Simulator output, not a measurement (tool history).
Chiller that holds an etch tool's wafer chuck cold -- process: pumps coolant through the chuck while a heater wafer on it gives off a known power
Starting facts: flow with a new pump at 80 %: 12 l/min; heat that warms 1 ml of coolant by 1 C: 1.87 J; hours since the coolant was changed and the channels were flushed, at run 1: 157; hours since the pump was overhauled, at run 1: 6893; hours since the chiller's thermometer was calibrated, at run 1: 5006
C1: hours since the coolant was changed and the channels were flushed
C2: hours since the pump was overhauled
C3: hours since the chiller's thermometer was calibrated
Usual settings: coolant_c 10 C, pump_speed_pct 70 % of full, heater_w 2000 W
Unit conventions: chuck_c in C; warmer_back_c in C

Run 1, hour 0: usual settings; C1 157; C2 6893; C3 5006. Result: chuck_c 25.6 C, warmer_back_c 6.85 C.
Run 2, hour 101.3: usual settings; C1 258; C2 6994; C3 5107. Result: chuck_c 25.7 C, warmer_back_c 6.77 C.
Run 3, hour 210.8: usual settings; C1 368; C2 7103; C3 5217. Result: chuck_c 25.7 C, warmer_back_c 6.72 C.
Run 4, hour 360.1: usual settings but pump_speed_pct 98 % of full; C1 517; C2 7253; C3 5366. Result: chuck_c 22 C, warmer_back_c 4.7 C.
Run 5, hour 463.1: usual settings; C1 620; C2 7356; C3 5469. Result: chuck_c 25.9 C, warmer_back_c 6.81 C.
Run 6, hour 575.5: usual settings; C1 732; C2 7468; C3 5582. Result: chuck_c 25.7 C, warmer_back_c 6.81 C.
Run 7, hour 679.2: usual settings but coolant_c 4 C; C1 836; C2 7572; C3 5685. Result: chuck_c 19.8 C, warmer_back_c 6.82 C.
At hour 817.9: chiller's thermometer calibrated.
Run 8, hour 817.9: usual settings but coolant_c 4 C; C1 974; C2 7710; C3 0. Result: chuck_c 20.6 C, warmer_back_c 6.82 C.
Run 9, hour 988.5: usual settings; C1 1144; C2 7880; C3 171. Result: chuck_c 26.7 C, warmer_back_c 6.9 C.
Run 10, hour 1133.6: usual settings; C1 1289; C2 8025; C3 316. Result: chuck_c 26.7 C, warmer_back_c 6.89 C.
At hour 1153.9: coolant pump overhauled.
Run 11, hour 1311.8: usual settings; C1 1463; C2 158; C3 489. Result: chuck_c 27.4 C, warmer_back_c 7.35 C.
Run 12, hour 1451.8: usual settings but coolant_c 8 C, heater_w 1419 W; C1 1603; C2 298; C3 629. Result: chuck_c 20.5 C, warmer_back_c 5.28 C.
At hour 1552.7: coolant pump overhauled, once more.
Run 13, hour 1552.7: usual settings but heater_w 1064 W; C1 1698; C2 0; C3 725. Result: chuck_c 18.4 C, warmer_back_c 3.38 C.
Run 14, hour 1721.8: usual settings but heater_w 1064 W; C1 1868; C2 169; C3 894. Result: chuck_c 18.5 C, warmer_back_c 3.34 C.
Run 15, hour 1882.8: usual settings but heater_w 1064 W; C1 2029; C2 330; C3 1055. Result: chuck_c 18.4 C, warmer_back_c 3.36 C.
Run 16, hour 1990.4: usual settings but coolant_c 2 C, heater_w 1460 W; C1 2136; C2 438; C3 1163. Result: chuck_c 13.6 C, warmer_back_c 4.57 C.
Run 17, hour 2108.4: usual settings but coolant_c 2 C, heater_w 1291 W; C1 2254; C2 556; C3 1281. Result: chuck_c 12.4 C, warmer_back_c 4 C.
Run 18, hour 2268.3: usual settings but heater_w 1931 W; C1 2414; C2 716; C3 1440. Result: chuck_c 25.6 C, warmer_back_c 6.1 C.
Run 19, hour 2367.6: usual settings but pump_speed_pct 89 % of full, heater_w 1146 W; C1 2513; C2 815; C3 1540. Result: chuck_c 17.5 C, warmer_back_c 2.8 C.

3 options for the next run, each taken on its own from the tool as it stands now. Forecast them:
Run A, hour 2476.3: usual settings but pump_speed_pct 66 % of full, heater_w 2814 W; C1 2622; C2 924; C3 1648. Result: chuck_c ?, warmer_back_c ?.
Run B, hour 2476.3: usual settings but coolant_c 19 C, pump_speed_pct 68 % of full, heater_w 2885 W; C1 2622; C2 924; C3 1648. Result: chuck_c ?, warmer_back_c ?.
Run C, hour 2476.3: usual settings but coolant_c 14 C, pump_speed_pct 62 % of full, heater_w 1559 W; C1 2622; C2 924; C3 1648. Result: chuck_c ?, warmer_back_c ?.

run  chuck_c  warmer_back_c
  A     33.7           9.51
  B     42.8           9.38
  C     27.7           5.58
Take away the tool's hidden state, keep each run's random variation, and the runs would have read:
run  chuck_c  warmer_back_c
  A     32.1            9.3
  B     41.3           9.18
  C     26.9           5.46

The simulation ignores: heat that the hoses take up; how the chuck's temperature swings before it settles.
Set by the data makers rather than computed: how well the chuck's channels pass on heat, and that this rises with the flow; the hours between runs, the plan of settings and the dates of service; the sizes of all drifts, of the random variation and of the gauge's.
